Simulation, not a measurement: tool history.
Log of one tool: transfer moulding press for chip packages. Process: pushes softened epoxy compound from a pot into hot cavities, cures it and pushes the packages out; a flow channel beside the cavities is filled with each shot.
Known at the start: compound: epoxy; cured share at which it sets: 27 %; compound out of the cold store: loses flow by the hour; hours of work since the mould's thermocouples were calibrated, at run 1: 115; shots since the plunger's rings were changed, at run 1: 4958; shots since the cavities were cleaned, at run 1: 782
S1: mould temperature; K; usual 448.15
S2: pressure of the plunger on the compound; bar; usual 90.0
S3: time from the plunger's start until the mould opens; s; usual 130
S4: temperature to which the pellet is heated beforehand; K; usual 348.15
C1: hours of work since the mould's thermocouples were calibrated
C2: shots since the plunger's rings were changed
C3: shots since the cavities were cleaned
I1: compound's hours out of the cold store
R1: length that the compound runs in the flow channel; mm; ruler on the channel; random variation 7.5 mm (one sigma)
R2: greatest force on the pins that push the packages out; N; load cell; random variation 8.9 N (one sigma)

run	hour	S1	S2	S3	S4	C1	C2	C3	I1	R1	R2
1	0.0	448.15	90.0	130	348.15	115	4958	782	20.4	813	588
2	7.8	448.15	90.0	140	348.15	118	5009	833	40.4	767	570
3	20.9	448.15	90.0	130	348.15	125	5094	918	9.5	841	599
4	31.2	448.15	106.8	130	348.15	129	5160	984	22.7	884	606
# hour 40.5: cavities cleaned with cleaning compound and waxed
5	46.1	448.15	90.0	130	345.15	136	5248	37	32.4	799	404
6	57.7	448.15	90.0	130	356.15	141	5323	112	36.8	774	435
7	67.3	448.15	90.0	130	339.15	145	5385	174	22.6	797	469
8	75.5	448.15	90.0	130	339.15	149	5438	227	41.9	767	479
9	86.7	448.15	90.0	130	343.15	155	5511	300	10.6	841	513
10	95.4	448.15	81.3	130	348.15	159	5567	356	28.4	742	506
11	104.6	448.15	81.3	130	348.15	163	5627	416	22.7	756	528
12	112.8	448.15	97.7	130	348.15	167	5680	469	46.3	769	513
13	124.2	448.15	97.7	130	348.15	172	5754	543	44.4	780	555
14	131.9	448.15	97.7	130	348.15	176	5804	593	45.4	770	565
15	140.0	448.15	97.7	130	348.15	179	5857	646	14.5	844	561
16	151.5	448.15	97.7	130	348.15	185	5931	720	19.3	844	562
17	165.0	448.15	87.7	114	348.15	191	6019	808	43.0	730	649
18	172.5	448.15	95.5	117	348.15	194	6068	857	34.5	786	684
19	186.6	448.15	95.5	117	348.15	201	6159	948	29.6	800	649
20	193.4	448.15	90.0	113	354.15	204	6203	992	39.2	744	721
# hour 201.8: cavities cleaned with cleaning compound and waxed
21	208.5	453.15	90.0	113	354.15	211	6292	44	36.7	732	426
22	220.2	448.15	86.5	130	348.15	216	6367	119	16.1	793	450
23	230.1	451.15	76.0	161	348.15	221	6431	183	17.7	728	419
24	241.9	448.15	96.9	130	349.15	226	6508	260	45.2	750	469
25	254.7	448.15	96.9	130	349.15	232	6591	343	9.9	846	517
26	266.8	448.15	96.9	130	349.15	238	6670	422	27.8	797	532
27	275.2	448.15	90.5	136	356.15	242	6724	476	38.9	739	525
28	281.9	453.15	77.7	159	339.15	245	6768	520	43.0	655	494

5 ways to go on from here, each from the tool as it stands after run 28. What would each give?
# hour 287.8: plunger's sealing rings changed
A	292.0	448.15	90.0	138	348.15	248	27	569	16.9	?	?
# hour 287.8: plunger's sealing rings changed
B	292.0	446.15	97.4	136	348.15	248	27	569	9.8	?	?
# hour 287.8: plunger's sealing rings changed
C	292.0	453.15	77.7	159	352.15	248	27	569	9.1	?	?
# hour 287.8: plunger's sealing rings changed
D	292.0	448.15	90.0	130	351.15	248	27	569	24.4	?	?
# hour 287.8: plunger's sealing rings changed
E	292.0	448.15	90.0	162	348.15	248	27	569	39.8	?	?

run	R1	R2
A	925	534
B	993	547
C	848	499
D	902	542
E	862	515
Without the tool's hidden state the same runs would have given:
run	R1	R2
A	930	376
B	999	391
C	853	345
D	908	385
E	867	358
